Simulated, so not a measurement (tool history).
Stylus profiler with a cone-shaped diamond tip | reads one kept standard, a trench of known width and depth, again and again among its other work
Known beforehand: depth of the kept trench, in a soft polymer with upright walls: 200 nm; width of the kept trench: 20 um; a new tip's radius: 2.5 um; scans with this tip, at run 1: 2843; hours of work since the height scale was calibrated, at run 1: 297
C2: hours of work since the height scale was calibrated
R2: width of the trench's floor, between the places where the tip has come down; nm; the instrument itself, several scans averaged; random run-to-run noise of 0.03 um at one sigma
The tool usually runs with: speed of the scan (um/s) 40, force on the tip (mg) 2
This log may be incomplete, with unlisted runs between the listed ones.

run 1 hour=0 | speed_of_the_scan_(um/s)=40 force_on_the_tip_(mg)=2 | scans_with_this_tip=2843 C2=297 | depth_of_the_trench_(Å)=2029.3 R2=17680
run 2 hour=41 | speed_of_the_scan_(um/s)=40 force_on_the_tip_(mg)=2 | scans_with_this_tip=3064 C2=320 | depth_of_the_trench_(Å)=2029.7 R2=17600
run 3 hour=107.2 | speed_of_the_scan_(um/s)=40 force_on_the_tip_(mg)=2 | scans_with_this_tip=3421 C2=358 | depth_of_the_trench_(Å)=2029.6 R2=17590
run 4 hour=172.3 | speed_of_the_scan_(um/s)=40 force_on_the_tip_(mg)=2 | scans_with_this_tip=3772 C2=394 | depth_of_the_trench_(Å)=2030.5 R2=17590
run 5 hour=218 | speed_of_the_scan_(um/s)=40 force_on_the_tip_(mg)=2 | scans_with_this_tip=4018 C2=420 | depth_of_the_trench_(Å)=2030.3 R2=17510
run 6 hour=254.2 | speed_of_the_scan_(um/s)=40 force_on_the_tip_(mg)=2 | scans_with_this_tip=4213 C2=441 | depth_of_the_trench_(Å)=2029.9 R2=17540
run 7 hour=295.5 | speed_of_the_scan_(um/s)=40 force_on_the_tip_(mg)=2 | scans_with_this_tip=4435 C2=464 | depth_of_the_trench_(Å)=2030.5 R2=17540
run 8 hour=361.7 | speed_of_the_scan_(um/s)=40 force_on_the_tip_(mg)=2 | scans_with_this_tip=4792 C2=501 | depth_of_the_trench_(Å)=2030.7 R2=17470
run 9 hour=404.5 | speed_of_the_scan_(um/s)=40 force_on_the_tip_(mg)=2 | scans_with_this_tip=5023 C2=525 | depth_of_the_trench_(Å)=2030.2 R2=17510
run 10 hour=456.5 | speed_of_the_scan_(um/s)=40 force_on_the_tip_(mg)=2 | scans_with_this_tip=5303 C2=555 | depth_of_the_trench_(Å)=2030.8 R2=17440
run 11 hour=511.7 | speed_of_the_scan_(um/s)=40 force_on_the_tip_(mg)=2 | scans_with_this_tip=5600 C2=586 | depth_of_the_trench_(Å)=2030.9 R2=17480
run 12 hour=592.4 | speed_of_the_scan_(um/s)=40 force_on_the_tip_(mg)=2 | scans_with_this_tip=6035 C2=631 | depth_of_the_trench_(Å)=2030.5 R2=17390
run 13 hour=653.6 | speed_of_the_scan_(um/s)=40 force_on_the_tip_(mg)=2 | scans_with_this_tip=6365 C2=666 | depth_of_the_trench_(Å)=2031.1 R2=17300
run 14 hour=698.8 | speed_of_the_scan_(um/s)=40 force_on_the_tip_(mg)=2.35 | scans_with_this_tip=6609 C2=691 | depth_of_the_trench_(Å)=2034.1 R2=17430
run 15 hour=760 | speed_of_the_scan_(um/s)=40 force_on_the_tip_(mg)=2.35 | scans_with_this_tip=6938 C2=726 | depth_of_the_trench_(Å)=2034.6 R2=17310
run 16 hour=811.2 | speed_of_the_scan_(um/s)=105 force_on_the_tip_(mg)=2 | scans_with_this_tip=7214 C2=755 | depth_of_the_trench_(Å)=2031.6 R2=16920
run 17 hour=858.5 | speed_of_the_scan_(um/s)=40 force_on_the_tip_(mg)=2 | scans_with_this_tip=7469 C2=781 | depth_of_the_trench_(Å)=2031.2 R2=17310
run 18 hour=924.4 | speed_of_the_scan_(um/s)=40 force_on_the_tip_(mg)=2 | scans_with_this_tip=7824 C2=818 | depth_of_the_trench_(Å)=2032.1 R2=17280
run 19 hour=968.6 | speed_of_the_scan_(um/s)=40 force_on_the_tip_(mg)=2 | scans_with_this_tip=8062 C2=843 | depth_of_the_trench_(Å)=2031.4 R2=17250
-- hour=973.9 height scale calibrated on a step standard
run 20 hour=1049.9 | speed_of_the_scan_(um/s)=40 force_on_the_tip_(mg)=2 | scans_with_this_tip=8498 C2=43 | depth_of_the_trench_(Å)=2032 R2=17210
run 21 hour=1116.3 | speed_of_the_scan_(um/s)=40 force_on_the_tip_(mg)=2 | scans_with_this_tip=8855 C2=80 | depth_of_the_trench_(Å)=2032.4 R2=17230
run 22 hour=1156.3 | speed_of_the_scan_(um/s)=122 force_on_the_tip_(mg)=1.1 | scans_with_this_tip=9071 C2=103 | depth_of_the_trench_(Å)=2023.3 R2=16490
run 23 hour=1197.5 | speed_of_the_scan_(um/s)=18 force_on_the_tip_(mg)=2 | scans_with_this_tip=9293 C2=126 | depth_of_the_trench_(Å)=2032.9 R2=17310
run 24 hour=1251.5 | speed_of_the_scan_(um/s)=18 force_on_the_tip_(mg)=2 | scans_with_this_tip=9584 C2=156 | depth_of_the_trench_(Å)=2033.5 R2=17300
run 25 hour=1328.6 | speed_of_the_scan_(um/s)=18 force_on_the_tip_(mg)=2 | scans_with_this_tip=9999 C2=200 | depth_of_the_trench_(Å)=2033 R2=17240
-- hour=1397.5 height scale calibrated on a step standard, once more
run 26 hour=1404.6 | speed_of_the_scan_(um/s)=18 force_on_the_tip_(mg)=2 | scans_with_this_tip=10406 C2=4 | depth_of_the_trench_(Å)=2029.9 R2=17300
run 27 hour=1449.2 | speed_of_the_scan_(um/s)=55 force_on_the_tip_(mg)=2 | scans_with_this_tip=10646 C2=29 | depth_of_the_trench_(Å)=2030.2 R2=16970
run 28 hour=1488 | speed_of_the_scan_(um/s)=15 force_on_the_tip_(mg)=4.44 | scans_with_this_tip=10856 C2=51 | depth_of_the_trench_(Å)=2050.3 R2=17300
run 29 hour=1557.9 | speed_of_the_scan_(um/s)=15 force_on_the_tip_(mg)=4.44 | scans_with_this_tip=11232 C2=90 | depth_of_the_trench_(Å)=2051 R2=17190
run 30 hour=1596.1 | speed_of_the_scan_(um/s)=15 force_on_the_tip_(mg)=4.44 | scans_with_this_tip=11438 C2=112 | depth_of_the_trench_(Å)=2051.3 R2=17230
run 31 hour=1641.5 | speed_of_the_scan_(um/s)=15 force_on_the_tip_(mg)=4.44 | scans_with_this_tip=11682 C2=137 | depth_of_the_trench_(Å)=2050.9 R2=17220
run 32 hour=1698.3 | speed_of_the_scan_(um/s)=15 force_on_the_tip_(mg)=4.44 | scans_with_this_tip=11989 C2=170 | depth_of_the_trench_(Å)=2051.6 R2=17170
run 33 hour=1752.1 | speed_of_the_scan_(um/s)=15 force_on_the_tip_(mg)=4.44 | scans_with_this_tip=12279 C2=200 | depth_of_the_trench_(Å)=2050.8 R2=17170
-- hour=1788 new tip fitted, height scale calibrated
run 34 hour=1820.5 | speed_of_the_scan_(um/s)=23 force_on_the_tip_(mg)=2.1 | scans_with_this_tip=175 C2=18 | depth_of_the_trench_(Å)=2031.2 R2=17900
run 35 hour=1860.5 | speed_of_the_scan_(um/s)=14 force_on_the_tip_(mg)=2.21 | scans_with_this_tip=391 C2=41 | depth_of_the_trench_(Å)=2031.1 R2=17910
run 36 hour=1913.5 | speed_of_the_scan_(um/s)=35 force_on_the_tip_(mg)=5.25 | scans_with_this_tip=676 C2=71 | depth_of_the_trench_(Å)=2056.1 R2=17850
run 37 hour=1977.2 | speed_of_the_scan_(um/s)=35 force_on_the_tip_(mg)=5.25 | scans_with_this_tip=1019 C2=107 | depth_of_the_trench_(Å)=2056.4 R2=17820

What differs in the tool's unlogged condition from the final listed run ahead of each entry between runs to the first listed run following it?
In the gap between runs 19 and 20: height scale calibrated on a step standard (hour 973.9)
  radius of the tip, um: 4.05 -> 4.15; height scale over the true one, %: 0.137 -> 0.165
  the result without the hidden state subtracted from the measured one, depth of the trench (Å): +2.8 -> +3.3; R2: -560 -> -580 nm
In the gap between runs 25 and 26: height scale calibrated on a step standard, once more (hour 1397.5)
  radius of the tip, um: 4.45 -> 4.53; height scale over the true one, %: 0.197 -> 0.046
  the result without the hidden state subtracted from the measured one, depth of the trench (Å): +4 -> +0.9; R2: -680 -> -700 nm
In the gap between runs 33 and 34: new tip fitted, height scale calibrated (hour 1788)
  radius of the tip, um: 4.92 -> 2.58; height scale over the true one, %: 0.085 -> 0.025
  the result without the hidden state subtracted from the measured one, depth of the trench (Å): +1.7 -> +0.5; R2: -810 -> -30 nm
